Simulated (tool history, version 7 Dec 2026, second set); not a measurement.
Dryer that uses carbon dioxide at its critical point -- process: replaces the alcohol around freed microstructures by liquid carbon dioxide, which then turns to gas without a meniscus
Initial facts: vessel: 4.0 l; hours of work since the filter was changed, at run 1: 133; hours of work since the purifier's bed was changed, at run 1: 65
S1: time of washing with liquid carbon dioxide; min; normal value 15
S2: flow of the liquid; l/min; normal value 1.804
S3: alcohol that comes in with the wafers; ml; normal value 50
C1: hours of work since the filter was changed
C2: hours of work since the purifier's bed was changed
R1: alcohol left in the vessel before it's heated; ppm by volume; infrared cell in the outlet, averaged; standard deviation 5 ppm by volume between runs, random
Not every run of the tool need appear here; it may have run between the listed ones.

{"run": 1, "hour": 0.0, "S1": 15, "S2": 1.804, "S3": 50, "C1": 133, "C2": 65, "R1": 54}
{"run": 2, "hour": 5.5, "S1": 15, "S2": 1.804, "S3": 50, "C1": 135, "C2": 67, "R1": 49}
{"run": 3, "hour": 10.4, "S1": 15, "S2": 1.804, "S3": 50, "C1": 136, "C2": 68, "R1": 60}
{"run": 4, "hour": 15.8, "S1": 13, "S2": 1.804, "S3": 50, "C1": 138, "C2": 70, "R1": 94}
{"run": 5, "hour": 23.1, "S1": 15, "S2": 2.98, "S3": 50, "C1": 141, "C2": 73, "R1": 28}
{"run": 6, "hour": 29.5, "S1": 15, "S2": 2.98, "S3": 50, "C1": 143, "C2": 75, "R1": 25}
{"run": 7, "hour": 36.8, "S1": 15, "S2": 2.98, "S3": 50, "C1": 145, "C2": 78, "R1": 26}
{"run": 8, "hour": 45.8, "S1": 15, "S2": 1.804, "S3": 50, "C1": 149, "C2": 81, "R1": 61}
{"run": 9, "hour": 53.4, "S1": 15, "S2": 1.804, "S3": 50, "C1": 151, "C2": 83, "R1": 56}
{"run": 10, "hour": 61.8, "S1": 15, "S2": 1.804, "S3": 50, "C1": 154, "C2": 86, "R1": 59}
{"run": 11, "hour": 66.3, "S1": 15, "S2": 1.804, "S3": 50, "C1": 156, "C2": 88, "R1": 61}
{"run": 12, "hour": 74.5, "S1": 15, "S2": 1.804, "S3": 50, "C1": 158, "C2": 91, "R1": 67}
{"run": 13, "hour": 83.9, "S1": 15, "S2": 1.804, "S3": 50, "C1": 162, "C2": 94, "R1": 64}
{"run": 14, "hour": 90.7, "S1": 15, "S2": 1.804, "S3": 96, "C1": 164, "C2": 96, "R1": 103}
{"run": 15, "hour": 98.2, "S1": 15, "S2": 1.804, "S3": 96, "C1": 167, "C2": 99, "R1": 112}
{"run": 16, "hour": 103.0, "S1": 15, "S2": 1.804, "S3": 96, "C1": 168, "C2": 100, "R1": 98}
{"run": 17, "hour": 107.3, "S1": 15, "S2": 1.804, "S3": 96, "C1": 170, "C2": 102, "R1": 107}
{"run": 18, "hour": 116.4, "S1": 15, "S2": 1.804, "S3": 96, "C1": 173, "C2": 105, "R1": 99}
{"run": 19, "hour": 124.2, "S1": 15, "S2": 1.804, "S3": 96, "C1": 176, "C2": 108, "R1": 102}
{"run": 20, "hour": 131.8, "S1": 15, "S2": 1.804, "S3": 50, "C1": 178, "C2": 111, "R1": 83}
{"run": 21, "hour": 137.8, "S1": 15, "S2": 1.804, "S3": 50, "C1": 180, "C2": 113, "R1": 79}
{"run": 22, "hour": 142.1, "S1": 15, "S2": 1.804, "S3": 50, "C1": 182, "C2": 114, "R1": 77}
{"run": 23, "hour": 146.9, "S1": 15, "S2": 1.804, "S3": 50, "C1": 184, "C2": 116, "R1": 75}
{"run": 24, "hour": 154.5, "S1": 10, "S2": 1.12, "S3": 60, "C1": 186, "C2": 118, "R1": 1350}
{"run": 25, "hour": 160.0, "S1": 19, "S2": 1.21, "S3": 20, "C1": 188, "C2": 120, "R1": 67}
{"run": 26, "hour": 168.8, "S1": 22, "S2": 1.5, "S3": 50, "C1": 191, "C2": 123, "R1": 55}
{"run": 27, "hour": 177.5, "S1": 22, "S2": 1.48, "S3": 50, "C1": 194, "C2": 126, "R1": 51}
{"run": 28, "hour": 185.2, "S1": 22, "S2": 1.48, "S3": 50, "C1": 197, "C2": 129, "R1": 55}
{"run": 29, "hour": 193.0, "S1": 18, "S2": 1.18, "S3": 50, "C1": 200, "C2": 132, "R1": 162}
{"run": 30, "hour": 197.1, "S1": 9, "S2": 1.804, "S3": 30, "C1": 201, "C2": 133, "R1": 284}
{"run": 31, "hour": 202.3, "S1": 15, "S2": 1.25, "S3": 43, "C1": 203, "C2": 135, "R1": 235}
{"run": 32, "hour": 207.5, "S1": 21, "S2": 3.07, "S3": 25, "C1": 205, "C2": 137, "R1": 42}
{"run": 33, "hour": 212.3, "S1": 15, "S2": 2.73, "S3": 50, "C1": 206, "C2": 138, "R1": 49}
{"run": 34, "hour": 220.4, "S1": 15, "S2": 2.73, "S3": 50, "C1": 209, "C2": 141, "R1": 47}
{"run": 35, "hour": 229.4, "S1": 15, "S2": 2.73, "S3": 50, "C1": 212, "C2": 144, "R1": 50}
{"run": 36, "hour": 237.8, "S1": 19, "S2": 2.84, "S3": 47, "C1": 215, "C2": 147, "R1": 41}
{"run": 37, "hour": 245.7, "S1": 19, "S2": 2.84, "S3": 47, "C1": 218, "C2": 150, "R1": 52}
{"run": 38, "hour": 255.0, "S1": 19, "S2": 2.84, "S3": 84, "C1": 221, "C2": 153, "R1": 57}
{"run": 39, "hour": 260.9, "S1": 23, "S2": 1.08, "S3": 32, "C1": 223, "C2": 155, "R1": 94}
{"run": 40, "hour": 265.0, "S1": 23, "S2": 2.45, "S3": 119, "C1": 225, "C2": 157, "R1": 45}
{"run": 41, "hour": 270.0, "S1": 14, "S2": 1.36, "S3": 119, "C1": 226, "C2": 158, "R1": 596}
{"run": 42, "hour": 276.3, "S1": 13, "S2": 1.18, "S3": 56, "C1": 228, "C2": 161, "R1": 584}
{"run": 43, "hour": 285.6, "S1": 13, "S2": 1.18, "S3": 56, "C1": 232, "C2": 164, "R1": 595}
{"run": 44, "hour": 293.4, "S1": 15, "S2": 1.804, "S3": 42, "C1": 234, "C2": 167, "R1": 86}
{"hour": 296.7, "done": "inlet filter changed"}
{"run": 45, "hour": 300.8, "S1": 14, "S2": 1.61, "S3": 49, "C1": 1, "C2": 169, "R1": 92}
{"run": 46, "hour": 308.4, "S1": 14, "S2": 1.61, "S3": 49, "C1": 4, "C2": 171, "R1": 100}

What if the next run were any one of these 5? Each begins from the tool's condition after run 46:
{"run": "A", "hour": 313.1, "S1": 14, "S2": 1.15, "S3": 72, "C1": 6, "C2": 173, "R1": "?"}
{"run": "B", "hour": 313.1, "S1": 12, "S2": 1.61, "S3": 30, "C1": 6, "C2": 173, "R1": "?"}
{"run": "C", "hour": 313.1, "S1": 11, "S2": 1.21, "S3": 84, "C1": 6, "C2": 173, "R1": "?"}
{"run": "D", "hour": 313.1, "S1": 15, "S2": 1.67, "S3": 50, "C1": 6, "C2": 173, "R1": "?"}
{"run": "E", "hour": 313.1, "S1": 22, "S2": 1.28, "S3": 49, "C1": 6, "C2": 173, "R1": "?"}

run=A R1=377
run=B R1=116
run=C R1=790
run=D R1=74
run=E R1=67
Stripped of hidden state, with their random variation kept, the same runs would have yielded:
run=A R1=321
run=B R1=67
run=C R1=730
run=D R1=26
run=E R1=18

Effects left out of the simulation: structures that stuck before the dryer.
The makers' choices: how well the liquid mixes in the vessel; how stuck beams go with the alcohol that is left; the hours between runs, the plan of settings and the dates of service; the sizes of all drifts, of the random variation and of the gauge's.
